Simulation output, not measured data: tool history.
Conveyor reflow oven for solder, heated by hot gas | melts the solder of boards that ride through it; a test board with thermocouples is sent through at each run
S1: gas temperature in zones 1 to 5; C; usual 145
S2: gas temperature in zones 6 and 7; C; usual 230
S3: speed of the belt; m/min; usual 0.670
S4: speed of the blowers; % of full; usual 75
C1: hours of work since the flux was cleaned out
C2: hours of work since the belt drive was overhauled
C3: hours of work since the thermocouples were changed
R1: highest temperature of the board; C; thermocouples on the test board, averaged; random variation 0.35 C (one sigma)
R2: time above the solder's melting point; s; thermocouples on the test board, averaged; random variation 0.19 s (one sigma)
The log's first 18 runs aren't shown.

run	hour	S1	S2	S3	S4	C1	C2	C3	R1	R2
19	331.3	156	230	0.700	51	74	693	75	210.5	46.3
20	348.5	156	230	0.700	51	84	703	85	210.7	45.9
21	372.3	151	243	0.578	51	98	717	99	226.3	65.7
22	393.6	146	230	0.726	75	110	729	111	214.2	44.1
23	413.2	146	230	0.767	75	121	740	122	212.8	40.3
24	437.7	138	221	0.771	65	135	754	136	199.8	27.1
25	458.2	138	221	0.771	65	147	766	148	200.0	27.2
26	482.9	138	221	0.771	65	161	780	162	200.0	26.8
27	500.2	142	218	0.670	75	171	790	172	204.5	39.9
28	520.8	145	230	0.562	62	183	802	184	217.6	60.7
29	544.3	145	230	0.584	57	197	816	197	215.1	56.2
30	563.1	145	244	0.753	75	208	826	208	223.6	47.6
31	577.7	145	245	0.670	75	216	835	217	228.6	56.4
32	597.6	142	230	0.670	56	227	846	228	210.2	42.6

Forecast each of these 3 alternatives for the next run:
A	615.1	145	238	0.670	71	237	856	238	?	?
B	615.1	145	230	0.670	87	237	856	238	?	?
C	615.1	139	230	0.670	80	237	856	238	?	?

run	R1	R2
A	221.4	52.4
B	217.1	50.7
C	215.6	47.2
Without the tool's hidden state the same runs would have given:
run	R1	R2
A	222.7	52.3
B	218.5	50.7
C	217.0	47.5
